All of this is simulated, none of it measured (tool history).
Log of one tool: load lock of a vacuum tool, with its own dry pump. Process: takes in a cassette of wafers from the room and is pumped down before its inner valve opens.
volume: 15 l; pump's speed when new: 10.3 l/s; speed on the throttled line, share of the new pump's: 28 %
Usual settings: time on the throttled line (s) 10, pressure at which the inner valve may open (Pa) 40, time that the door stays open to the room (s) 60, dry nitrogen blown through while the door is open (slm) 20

run	hour	time on the throttled line (s)	pressure at which the inner valve may open (Pa)	time that the door stays open to the room (s)	dry nitrogen blown through while the door is open (slm)	incoming humidity of the room's air, %	time from the closed door until the inner valve may open (s)	rise of the pressure with all valves shut (Pa/min)
1	0.0	10	40	60	20	43.7	19.6	0.061
2	237.4	14	40	60	20	48.4	22.4	0.071
3	433.6	14	40	60	20	45.1	22.6	0.066
4	697.6	14	40	60	20	41.6	22.8	0.074
5	893.9	12	40	60	20	46.7	21.1	0.080
6	1105.7	12	40	60	20	45.6	21.6	0.085
7	1508.5	12	40	60	20	44.3	21.5	0.087
8	1887.1	12	40	60	20	45.0	21.3	0.100
9	2301.5	10	40	60	20	45.7	20.6	0.113
10	2688.8	10	40	60	20	43.3	20.2	0.134
11	2876.0	10	40	60	20	42.4	20.5	0.133
12	3275.4	10	40	60	20	42.7	20.3	0.147
13	3680.9	10	40	60	20	44.7	20.7	0.161
14	4064.7	10	40	60	12	43.7	20.9	0.185
15	4265.4	10	54	47	20	45.6	19.5	0.182
16	4540.7	6	31	60	20	47.5	18.6	0.196
17	4859.9	6	31	60	20	41.4	18.8	0.204
18	5080.3	15	45	56	36	44.6	23.0	0.208
19	5446.8	6	69	49	31	46.5	16.3	0.216
20	5834.5	10	40	60	10	44.8	21.1	0.264
21	6133.1	10	57	60	17	45.4	20.1	0.269

The next listed run, before its measurement:
# hour 6317.9: dry pump taken out, an overhauled one fitted
22	6433.6	13	47	60	20	46.0	?	?

time from the closed door until the inner valve may open (s): 20.5
rise of the pressure with all valves shut (Pa/min): 0.276
Without the tool's hidden state the same run would have given time from the closed door until the inner valve may open (s) 20.6, rise of the pressure with all valves shut (Pa/min) 0.045.
